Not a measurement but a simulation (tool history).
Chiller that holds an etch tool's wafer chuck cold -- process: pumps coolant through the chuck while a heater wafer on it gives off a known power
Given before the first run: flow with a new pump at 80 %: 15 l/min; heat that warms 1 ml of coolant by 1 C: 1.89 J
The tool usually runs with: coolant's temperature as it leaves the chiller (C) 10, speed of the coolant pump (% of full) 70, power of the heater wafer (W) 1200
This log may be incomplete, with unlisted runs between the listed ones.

run,hour,coolant's temperature as it leaves the chiller (C),speed of the coolant pump (% of full),power of the heater wafer (W),chuck's temperature once it has settled (C),how much warmer the coolant comes back (C)
1,0.0,10,70,1200,20.8,2.93
2,24.6,10,70,1200,20.6,2.89
3,54.6,10,70,1200,20.6,2.86
4,83.2,10,70,1200,20.5,2.84
5,106.7,10,70,1200,20.6,2.84
6,126.1,10,70,1200,20.7,2.84
7,144.1,10,70,1200,20.8,2.78
8,164.2,10,70,1200,20.7,2.79
9,191.4,10,70,1200,20.8,2.77
10,221.1,10,92,1200,18.7,2.06
11,244.5,10,92,1200,18.6,2.04
12,269.5,10,62,1200,21.6,3.04
13,284.0,10,62,1200,21.7,3.06
14,311.4,10,93,1200,18.7,1.96
15,329.6,10,93,1200,18.8,1.94
16,343.8,10,93,1200,18.8,1.92
17,373.3,1,67,1012,10.2,2.25
18,387.0,1,67,1012,10.4,2.27
19,414.1,1,67,768,8.1,1.61
20,431.5,1,70,753,7.7,1.51
21,451.9,1,70,753,7.7,1.47
# hour 480.5: gauge calibrated
22,480.5,10,70,1185,20.5,2.87
23,503.5,0,90,1002,7.3,1.86
24,533.2,0,90,1389,10.4,2.58
25,546.6,15,67,1204,26.0,3.00
26,563.8,15,67,1204,25.9,2.97
27,594.5,19,64,736,25.9,1.85
28,624.2,11,62,1195,22.5,3.16
29,646.3,11,62,1195,22.8,3.16
30,666.4,11,99,718,15.9,1.11
31,692.5,10,73,1256,20.8,2.75

Each row is a separate what-if for the run after 31, all from the same tool condition, not one after another. Results?
A,713.9,11,73,1256,?,?
B,713.9,1,68,1286,?,?
C,713.9,3,72,1200,?,?
D,713.9,17,76,1784,?,?

run,chuck's temperature once it has settled (C),how much warmer the coolant comes back (C)
A,21.9,2.75
B,12.8,3.02
C,13.4,2.63
D,31.9,3.81
What these runs would have given with no unlogged condition in the tool:
run,chuck's temperature once it has settled (C),how much warmer the coolant comes back (C)
A,21.9,2.93
B,12.8,3.19
C,13.4,2.80
D,31.9,3.98

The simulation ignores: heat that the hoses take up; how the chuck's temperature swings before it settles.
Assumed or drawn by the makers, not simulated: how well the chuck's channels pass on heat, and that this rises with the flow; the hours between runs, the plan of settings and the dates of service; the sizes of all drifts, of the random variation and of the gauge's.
